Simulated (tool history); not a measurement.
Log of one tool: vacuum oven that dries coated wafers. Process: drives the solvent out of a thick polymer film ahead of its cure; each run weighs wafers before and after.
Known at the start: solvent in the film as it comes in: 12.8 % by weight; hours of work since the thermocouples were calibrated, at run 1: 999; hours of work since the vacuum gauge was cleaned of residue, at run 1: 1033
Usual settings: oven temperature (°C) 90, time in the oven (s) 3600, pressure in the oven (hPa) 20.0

| run | hour | oven temperature (°C) | time in the oven (s) | pressure in the oven (hPa) | hours of work since the thermocouples were calibrated | hours of work since the vacuum gauge was cleaned of residue | solvent left in the film (%) |
|---|---|---|---|---|---|---|---|
| 1 | 0.0 | 90 | 3600 | 20.0 | 999 | 1033 | 2.17 |
| 2 | 22.8 | 96 | 3600 | 20.0 | 1013 | 1047 | 1.39 |
| 3 | 49.1 | 76 | 3600 | 20.0 | 1030 | 1063 | 5.12 |
| 4 | 78.2 | 76 | 3600 | 10.1 | 1048 | 1082 | 4.62 |
| 5 | 126.0 | 90 | 3600 | 11.6 | 1078 | 1111 | 1.85 |
| 6 | 150.0 | 90 | 3600 | 11.6 | 1092 | 1126 | 1.83 |
| 7 | 188.4 | 90 | 3600 | 20.0 | 1116 | 1150 | 2.14 |
| 8 | 224.4 | 90 | 2280 | 20.0 | 1139 | 1173 | 3.49 |
| 9 | 263.6 | 90 | 2280 | 20.0 | 1163 | 1197 | 3.47 |
| 10 | 283.0 | 90 | 2280 | 20.0 | 1175 | 1209 | 3.49 |
| 11 | 309.1 | 90 | 2280 | 20.0 | 1192 | 1226 | 3.46 |
| 12 | 347.8 | 90 | 2280 | 23.8 | 1216 | 1250 | 3.61 |
| 13 | 370.4 | 90 | 3600 | 20.0 | 1230 | 1264 | 2.15 |
| 14 | 393.7 | 90 | 3480 | 20.0 | 1244 | 1278 | 2.22 |
| 15 | 415.3 | 90 | 3480 | 20.0 | 1258 | 1292 | 2.22 |
| 16 | 458.4 | 90 | 3480 | 20.0 | 1285 | 1319 | 2.26 |
| 17 | 479.8 | 83 | 3600 | 20.0 | 1298 | 1332 | 3.48 |
| 18 | 527.0 | 83 | 3600 | 20.0 | 1327 | 1361 | 3.46 |
| 19 | 561.7 | 90 | 3600 | 20.0 | 1349 | 1383 | 2.14 |
| 20 | 601.4 | 100 | 3600 | 20.0 | 1374 | 1408 | 1.02 |
| 21 | 623.8 | 90 | 2040 | 20.0 | 1388 | 1422 | 3.84 |
| 22 | 666.4 | 90 | 2040 | 20.0 | 1414 | 1448 | 3.84 |
| 23 | 708.9 | 90 | 3600 | 23.8 | 1441 | 1475 | 2.28 |
| 24 | 729.3 | 97 | 3600 | 20.0 | 1454 | 1488 | 1.24 |
| 25 | 770.3 | 97 | 3600 | 20.0 | 1479 | 1513 | 1.24 |
| 26 | 792.7 | 90 | 2040 | 73.9 | 1493 | 1527 | 5.58 |
| 27 | 826.5 | 90 | 2040 | 73.9 | 1514 | 1548 | 5.64 |
| 28 | 860.5 | 90 | 2040 | 73.9 | 1535 | 1569 | 5.65 |
| 29 | 888.2 | 87 | 3420 | 44.6 | 1553 | 1587 | 3.88 |
|  | 900.4 | vacuum gauge cleaned of residue and calibrated |
| 30 | 909.6 | 87 | 3420 | 44.6 | 1565 | 6 | 3.61 |
| 31 | 932.7 | 93 | 4260 | 20.0 | 1580 | 20 | 1.23 |
| 32 | 972.1 | 90 | 2340 | 72.9 | 1604 | 45 | 5.00 |
| 33 | 1001.9 | 90 | 2340 | 72.9 | 1623 | 63 | 4.98 |
|  | 1018.9 | oven's thermocouples calibrated |
| 34 | 1026.5 | 101 | 3840 | 30.7 | 5 | 77 | 1.11 |
| 35 | 1071.3 | 90 | 1980 | 20.0 | 33 | 105 | 3.91 |
| 36 | 1099.9 | 95 | 3600 | 76.2 | 50 | 123 | 3.37 |
| 37 | 1121.0 | 76 | 4560 | 13.3 | 64 | 136 | 3.84 |
| 38 | 1142.7 | 99 | 3960 | 44.9 | 77 | 150 | 1.65 |
| 39 | 1164.4 | 92 | 4260 | 25.2 | 91 | 163 | 1.64 |
| 40 | 1184.5 | 86 | 3600 | 20.0 | 103 | 176 | 2.78 |
| 41 | 1210.1 | 86 | 3600 | 20.0 | 119 | 192 | 2.77 |
| 42 | 1233.3 | 86 | 3600 | 20.0 | 134 | 206 | 2.76 |
| 43 | 1257.6 | 80 | 5580 | 52.3 | 149 | 221 | 4.58 |
| 44 | 1298.5 | 79 | 5580 | 52.3 | 174 | 247 | 4.86 |
| 45 | 1327.2 | 96 | 3720 | 30.1 | 192 | 265 | 1.55 |
| 46 | 1374.1 | 75 | 6360 | 10.6 | 221 | 294 | 2.81 |

Forecast each of these 3 alternatives for the next run:
| A | 1402.3 | 103 | 6360 | 23.2 | 239 | 312 | ? |
| B | 1402.3 | 100 | 6360 | 10.6 | 239 | 312 | ? |
| C | 1402.3 | 90 | 3600 | 14.8 | 239 | 312 | ? |

| run | solvent left in the film (%) |
|---|---|
| A | 0.70 |
| B | 0.36 |
| C | 1.87 |
Without the tool's hidden state the same runs would have given:
| run | solvent left in the film (%) |
|---|---|
| A | 0.68 |
| B | 0.33 |
| C | 1.91 |
